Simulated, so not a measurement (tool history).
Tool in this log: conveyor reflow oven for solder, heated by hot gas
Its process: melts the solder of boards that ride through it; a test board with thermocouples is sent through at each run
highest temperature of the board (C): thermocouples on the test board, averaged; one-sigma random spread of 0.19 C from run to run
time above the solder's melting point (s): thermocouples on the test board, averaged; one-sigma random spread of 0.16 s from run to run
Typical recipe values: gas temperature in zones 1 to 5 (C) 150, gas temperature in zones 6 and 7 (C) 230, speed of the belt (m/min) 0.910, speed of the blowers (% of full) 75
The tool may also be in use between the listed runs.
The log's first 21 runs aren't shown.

run   hour  gas temperature in zones 1 to 5 (C)  gas temperature in zones 6 and 7 (C)  speed of the belt (m/min)  speed of the blowers (% of full)  hours of work since the flux was cleaned out  hours of work since the belt drive was overhauled  hours of work since the thermocouples were changed  highest temperature of the board (C)  time above the solder's melting point (s)
 22  613.4                                  146                                   219                      0.910                                75                                            57                                                915                                                 648                                 206.3                                       30.8
 23  634.5                                  146                                   219                      0.910                                75                                            68                                                927                                                 659                                 206.1                                       31.3
 24  676.4                                  146                                   226                      0.910                                85                                            91                                                949                                                 682                                 214.3                                       35.8
     715.6  -- thermocouples of zones 6 and 7 changed
 25  721.9                                  148                                   230                      0.855                                85                                           115                                                973                                                   3                                 218.5                                       40.3
 26  761.9                                  150                                   221                      0.984                                57                                           137                                                995                                                  25                                 201.8                                       24.9
 27  797.3                                  145                                   230                      0.910                                75                                           156                                               1014                                                  45                                 214.4                                       35.0
     824.3  -- flux residue cleaned out of gas plates and filters
 28  829.1                                  150                                   230                      0.910                                62                                             3                                               1029                                                  59                                 213.2                                       35.9
 29  854.6                                  151                                   234                      0.874                                70                                            17                                               1043                                                  73                                 219.6                                       41.0
 30  892.8                                  148                                   243                      0.805                                51                                            37                                               1064                                                  94                                 224.3                                       45.2

Here are 3 independent what-if runs from the current tool condition. What would each one return?
  A  921.6                                  158                                   243                      1.021                                83                                            53                                               1080                                                 110                                     ?                                          ?
  B  921.6                                  148                                   237                      0.892                                67                                            53                                               1080                                                 110                                     ?                                          ?
  C  921.6                                  148                                   244                      0.876                                80                                            53                                               1080                                                 110                                     ?                                          ?

run  highest temperature of the board (C)  time above the solder's melting point (s)
  A                                 226.8                                       39.0
  B                                 220.8                                       39.6
  C                                 230.3                                       43.9
Without the tool's unlogged condition, the same runs would have read:
run  highest temperature of the board (C)  time above the solder's melting point (s)
  A                                 226.6                                       38.4
  B                                 220.6                                       38.9
  C                                 230.1                                       43.2
